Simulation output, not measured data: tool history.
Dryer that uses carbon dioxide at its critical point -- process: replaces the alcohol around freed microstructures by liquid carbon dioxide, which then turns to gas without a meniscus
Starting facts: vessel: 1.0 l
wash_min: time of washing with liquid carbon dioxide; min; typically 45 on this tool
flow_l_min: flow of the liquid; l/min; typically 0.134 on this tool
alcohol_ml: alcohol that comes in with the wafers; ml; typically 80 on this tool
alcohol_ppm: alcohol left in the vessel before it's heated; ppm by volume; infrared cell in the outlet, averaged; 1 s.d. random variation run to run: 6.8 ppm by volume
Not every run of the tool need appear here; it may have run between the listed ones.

run    hour  wash_min  flow_l_min  alcohol_ml  alcohol_ppm
  1       0        45       0.134          80          515
  2    27.4        45       0.134          80          517
  3    81.7        45       0.134          80          545
  4   106.9        45       0.134          80          549
  5   146.3        45       0.134          80          564
  6     171        45       0.135          80          544
  7   225.1        45       0.134          80          589
      239.3  -- purifier's bed changed
  8   273.4        45       0.134          80          409
  9     298        45       0.134          80          407
 10   337.9        45       0.134          80          420
 11   391.1        45       0.134          80          442
 12   414.6        45       0.162          80          171
 13   447.6        45       0.134          80          445
 14   470.9        45       0.134          80          457
 15   525.4        37       0.134          80         1206
      541.7  -- inlet filter changed
 16   567.8        37       0.134          80          856
 17   608.6        37       0.134          80          864
 18   634.6        45       0.134          91          398
 19   675.3        45       0.134          91          396
 20   697.9        45       0.134          23          133
 21     739        45       0.134          23          136
 22   763.2        45       0.134          28          158
 23   790.9        40       0.166          28          120
 24   835.7        31       0.091          80         6094
 25   880.9        46       0.086          98         2647
 26   931.8        31       0.178          80          703
 27   958.4        31       0.178          80          680
 28  1012.2        31       0.178          80          713
 29  1038.6        45       0.116          21          268
 30  1069.3        67       0.187          26           69
 31  1104.4        67       0.187          26           77
 32  1135.7        42       0.159          39          196
 33  1161.4        42       0.159          39          198

Selected run-to-run steps in alcohol_ppm, each split into two signed amounts: the part the tool would show with no hidden state at all (from settings, incoming material and random variation), and the remainder, which goes to the hidden state together with any gauge scatter not common to the measured and the hidden-state-free results:
Unlogged tool condition in this case: flow that reaches the vessel past the clogged filter, %; alcohol in the recycled carbon dioxide, ppm; drift of the gauge itself on alcohol_ppm, %.
Run 14 -> 15: wash_min 45 -> 37. alcohol_ppm +749 ppm by volume: hidden state +201, all else +548.
Run 15 -> 16: inlet filter changed. alcohol_ppm -350 ppm by volume: hidden state -321, all else -29.
Run 23 -> 24: wash_min 40 -> 31, flow_l_min 0.166 -> 0.091, alcohol_ml 28 -> 80. alcohol_ppm +5974 ppm by volume: hidden state +433, all else +5541.
Run 24 -> 25: wash_min 31 -> 46, flow_l_min 0.091 -> 0.086, alcohol_ml 80 -> 98. alcohol_ppm -3447 ppm by volume: hidden state -140, all else -3307.
Run 25 -> 26: wash_min 46 -> 31, flow_l_min 0.086 -> 0.178, alcohol_ml 98 -> 80. alcohol_ppm -1944 ppm by volume: hidden state -182, all else -1762.
